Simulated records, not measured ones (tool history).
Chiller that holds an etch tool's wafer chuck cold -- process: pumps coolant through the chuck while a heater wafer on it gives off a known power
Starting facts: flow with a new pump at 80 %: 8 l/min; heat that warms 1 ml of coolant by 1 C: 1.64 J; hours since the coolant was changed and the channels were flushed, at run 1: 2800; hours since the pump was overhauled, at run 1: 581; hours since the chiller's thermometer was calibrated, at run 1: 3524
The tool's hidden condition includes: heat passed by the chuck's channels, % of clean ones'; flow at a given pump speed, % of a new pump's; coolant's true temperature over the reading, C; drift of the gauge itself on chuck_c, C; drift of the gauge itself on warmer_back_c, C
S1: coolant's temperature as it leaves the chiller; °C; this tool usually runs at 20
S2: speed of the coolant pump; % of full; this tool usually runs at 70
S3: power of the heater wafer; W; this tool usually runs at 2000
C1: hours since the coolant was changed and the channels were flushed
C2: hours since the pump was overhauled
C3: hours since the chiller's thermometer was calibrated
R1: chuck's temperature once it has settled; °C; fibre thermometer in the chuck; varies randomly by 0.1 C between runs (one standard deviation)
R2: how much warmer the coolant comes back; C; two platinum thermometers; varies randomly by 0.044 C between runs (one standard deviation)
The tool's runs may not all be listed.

Run 1, day 0: usual settings; C1 2800; C2 581; C3 3524. Result: R1 39.6 °C, R2 10.67 C.
Run 2, day 3.175: usual settings; C1 2876; C2 658; C3 3600. Result: R1 39.9 °C, R2 10.6 C.
Run 3, day 8.804: usual settings; C1 3011; C2 793; C3 3736. Result: R1 39.9 °C, R2 10.63 C.
Run 4, day 15.742: usual settings; C1 3177; C2 959; C3 3902. Result: R1 39.8 °C, R2 10.72 C.
Run 5, day 22.029: usual settings; C1 3328; C2 1110; C3 4053. Result: R1 40 °C, R2 10.72 C.
Run 6, day 27.871: usual settings but S2 63 % of full; C1 3468; C2 1250; C3 4193. Result: R1 42.1 °C, R2 11.97 C.
Run 7, day 31.071: usual settings but S2 63 % of full; C1 3545; C2 1327; C3 4270. Result: R1 41.9 °C, R2 11.97 C.
Run 8, day 34.546: usual settings but S2 82 % of full; C1 3629; C2 1411; C3 4353. Result: R1 38 °C, R2 9.14 C.
Run 9, day 41.629: usual settings but S3 1205 W; C1 3799; C2 1581; C3 4523. Result: R1 32.3 °C, R2 6.54 C.
Run 10, day 47.412: usual settings but S1 14 °C, S3 2715 W; C1 3937; C2 1719; C3 4662. Result: R1 41.8 °C, R2 14.67 C.
At day 52.162: chiller's thermometer calibrated.
Run 11, day 52.162: usual settings but S1 25 °C; C1 4050; C2 1832; C3 0. Result: R1 45.4 °C, R2 10.79 C.
Run 12, day 56.175: usual settings but S1 16 °C, S2 69 % of full; C1 4147; C2 1929; C3 96. Result: R1 36.5 °C, R2 10.99 C.
Run 13, day 60.546: usual settings but S1 29 °C, S2 66 % of full; C1 4252; C2 2034; C3 201. Result: R1 50.4 °C, R2 11.56 C.
Run 14, day 65.183: usual settings but S1 10 °C, S2 66 % of full, S3 1534 W; C1 4363; C2 2145; C3 312. Result: R1 26.3 °C, R2 8.88 C.
Run 15, day 71.375: usual settings but S1 10 °C, S2 66 % of full, S3 1534 W; C1 4512; C2 2293; C3 461. Result: R1 26.7 °C, R2 8.92 C.
Run 16, day 75.942: usual settings but S2 69 % of full; C1 4621; C2 2403; C3 571. Result: R1 41.1 °C, R2 11.11 C.
Run 17, day 81.3: usual settings but S2 69 % of full; C1 4750; C2 2532; C3 699. Result: R1 41.2 °C, R2 11.14 C.
Run 18, day 86.238: usual settings but S1 13 °C, S2 78 % of full, S3 1499 W; C1 4868; C2 2650; C3 818. Result: R1 27.6 °C, R2 7.35 C.

Here are 5 independent what-if runs from the current tool condition. What would each one return?
Run A, day 90.3: usual settings but S3 1268 W; C1 4966; C2 2748; C3 915. Result: R1 ?, R2 ?.
Run B, day 90.3: usual settings but S2 85 % of full; C1 4966; C2 2748; C3 915. Result: R1 ?, R2 ?.
Run C, day 90.3: usual settings but S1 12 °C, S2 89 % of full; C1 4966; C2 2748; C3 915. Result: R1 ?, R2 ?.
Run D, day 90.3: usual settings but S1 24 °C, S2 60 % of full, S3 1817 W; C1 4966; C2 2748; C3 915. Result: R1 ?, R2 ?.
Run E, day 90.3: usual settings but S1 16 °C, S2 77 % of full, S3 1587 W; C1 4966; C2 2748; C3 915. Result: R1 ?, R2 ?.

run    R1     R2
  A  33.3   6.98
  B  38.3    8.9
  C  29.6   8.56
  D  45.8  11.81
  E  31.7   7.89
Take away the tool's hidden state, keep each run's random variation, and the runs would have read:
run    R1     R2
  A  31.2   6.67
  B  35.5    8.5
  C  26.9   8.18
  D  42.7  11.29
  E  29.3   7.55
